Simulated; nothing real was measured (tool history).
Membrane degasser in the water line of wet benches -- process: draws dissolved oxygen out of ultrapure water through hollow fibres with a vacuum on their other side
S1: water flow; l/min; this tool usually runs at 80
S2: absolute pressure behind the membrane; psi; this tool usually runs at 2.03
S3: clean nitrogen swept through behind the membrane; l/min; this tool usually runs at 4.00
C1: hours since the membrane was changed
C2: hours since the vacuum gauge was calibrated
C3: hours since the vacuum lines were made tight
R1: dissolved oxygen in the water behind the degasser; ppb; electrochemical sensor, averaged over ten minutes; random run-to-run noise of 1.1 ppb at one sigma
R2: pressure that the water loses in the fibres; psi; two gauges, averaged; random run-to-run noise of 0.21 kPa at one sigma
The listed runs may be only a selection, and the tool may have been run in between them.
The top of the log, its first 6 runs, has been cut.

run    hour   S1    S2     S3    C1    C2    C3     R1     R2
  7   816.9   80  2.03   3.12  5758   258  4211  570.0  7.413
  8   978.2   80  1.60   4.00  5919   419  4372  342.8  7.424
  9  1088.0   80  1.60   4.00  6029   529  4482  343.6  7.377
 10  1247.8   80  1.60   5.33  6189   689  4642  268.4  7.443
 11  1420.4   80  1.60   5.33  6362   861  4814  269.3  7.385
 12  1634.2   80  2.03   4.00  6575  1075  5028  464.4  7.445
 13  1835.3   80  2.03   4.00  6777  1276  5229  468.3  7.451
 14  1969.7   65  2.03   4.00  6911  1411  5364  387.6  6.032
 15  2171.4   80  2.03   4.00  7113  1612  5565  468.5  7.445
 16  2357.1   68  2.03   4.00  7298  1798  5751  402.6  6.356
 17  2562.7   80  2.03   2.06  7504  2004  5957  789.8  7.519
 18  2661.0   80  2.03   2.06  7602  2102  6055  790.0  7.520
 19  2868.7   80  2.03   2.06  7810  2310  6263  792.9  7.490
 20  3062.7   80  2.03   2.06  8004  2504  6457  790.3  7.549
 21  3164.1  103  2.03  11.29  8105  2605  6558  259.1  9.684
 22  3319.1   93  2.00   4.00  8260  2760  6713  529.9  8.783
 23  3500.0   92  1.41   4.00  8441  2941  6894  336.3  8.673
 24  3628.2   92  1.42   5.12  8569  3069  7022  278.7  8.692
 25  3768.2   92  1.42   5.12  8709  3209  7162  279.9  8.691
 26  3874.6   49  2.03   4.00  8816  3316  7269  302.2  4.608
 27  4060.1   77  2.03   4.80  9001  3501  7454  389.2  7.285

Run 28 has not been measured yet. What should we expect?
 28  4205.7  78  1.77  7.62  9147  3647  7600   ?   ?

{"run 28": {"R1": 221.4, "R2": 7.31}}
Had the tool carried no hidden state, the very same run would have given R1 215.8 ppb, R2 6.854 psi.
